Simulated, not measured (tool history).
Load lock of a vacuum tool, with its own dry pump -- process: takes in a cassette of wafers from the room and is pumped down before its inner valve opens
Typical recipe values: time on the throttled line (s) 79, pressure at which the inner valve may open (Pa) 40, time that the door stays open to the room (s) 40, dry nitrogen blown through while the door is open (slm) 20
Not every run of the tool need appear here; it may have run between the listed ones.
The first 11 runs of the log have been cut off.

run    hour  time on the throttled line (s)  pressure at which the inner valve may open (Pa)  time that the door stays open to the room (s)  dry nitrogen blown through while the door is open (slm)  hours that the pump has run since its overhaul  times that the door has closed on its seal  incoming humidity of the room's air, %  time from the closed door until the inner valve may open (s)  rise of the pressure with all valves shut (Pa/min)
 12  2333.0                              79                                               40                                             40                                                       20                                            8405                                       37848                                    44.1                                                         139.8                                               0.309
 13  2529.0                              79                                               40                                             40                                                       20                                            8601                                       38730                                    47.0                                                         140.4                                               0.327
 14  2697.5                              79                                               40                                             40                                                       20                                            8769                                       39489                                    43.0                                                         139.8                                               0.330
 15  3017.3                              79                                               40                                             40                                                       20                                            9089                                       40929                                    44.7                                                         140.8                                               0.347
 16  3255.5                             102                                               40                                             40                                                       20                                            9327                                       42002                                    44.8                                                         157.7                                               0.362
 17  3441.7                              79                                               40                                             40                                                       20                                            9513                                       42840                                    49.6                                                         141.4                                               0.372
 18  3643.5                              79                                               40                                             40                                                       20                                            9715                                       43749                                    45.3                                                         140.4                                               0.380
 19  3963.3                              60                                               40                                             40                                                       20                                           10035                                       45189                                    46.6                                                         128.1                                               0.400
 20  4151.0                             139                                               40                                             40                                                       20                                           10223                                       46035                                    46.0                                                         185.7                                               0.415
 21  4459.5                             139                                               40                                             40                                                       20                                           10531                                       47424                                    47.9                                                         186.2                                               0.428
 22  4623.5                             139                                               58                                             55                                                       42                                           10695                                       48162                                    45.1                                                         180.7                                               0.431
 23  4900.7                             100                                               63                                             55                                                       42                                           10972                                       49411                                    43.4                                                         151.6                                               0.449
 24  5118.2                              54                                               51                                             40                                                       11                                           11190                                       50390                                    47.7                                                         121.6                                               0.483
 25  5427.2                              79                                               40                                             40                                                        4                                           11499                                       51782                                    42.9                                                         141.2                                               0.492
 26  5620.2                              99                                               71                                             40                                                       40                                           11692                                       52651                                    47.3                                                         150.5                                               0.500
 27  5787.7                              79                                               40                                            118                                                        6                                           11859                                       53405                                    45.8                                                         142.2                                               0.533
 28  6107.5                              57                                               60                                             40                                                       19                                           12179                                       54845                                    42.2                                                         122.2                                               0.531
 29  6334.1                             128                                               57                                             55                                                        6                                           12406                                       55866                                    44.3                                                         173.7                                               0.560
 30  6651.0                              72                                               41                                             40                                                       20                                           12723                                       57293                                    46.1                                                         137.5                                               0.574
 31  6820.6                              52                                               40                                             40                                                       20                                           12892                                       58057                                    43.8                                                         124.7                                               0.577
 32  6973.3                              52                                               40                                             40                                                       20                                           13045                                       58744                                    47.0                                                         124.5                                               0.595
 33  7198.2                              61                                               60                                             40                                                       20                                           13270                                       59757                                    45.0                                                         125.8                                               0.601
 34  7336.8                              61                                               60                                             40                                                       20                                           13408                                       60381                                    44.6                                                         128.4                                               0.607
 35  7487.2                              61                                               60                                             40                                                       20                                           13559                                       61059                                    45.3                                                         125.0                                               0.622
     7700.9  -- dry pump taken out, an overhauled one fitted
 36  7707.1                              49                                               41                                             74                                                       14                                               6                                       62022                                    43.3                                                         111.4                                               0.650

The next listed run, before its measurement:
 37  7916.1                              53                                               41                                             74                                                       14                                             215                                       62963                                    48.3                                                             ?                                                   ?

Run 37 measured time from the closed door until the inner valve may open (s) 115.4, rise of the pressure with all valves shut (Pa/min) 0.668.
With the hidden condition absent and the run-to-run variation left alone, this run would have shown time from the closed door until the inner valve may open (s) 116.2, rise of the pressure with all valves shut (Pa/min) 0.042.
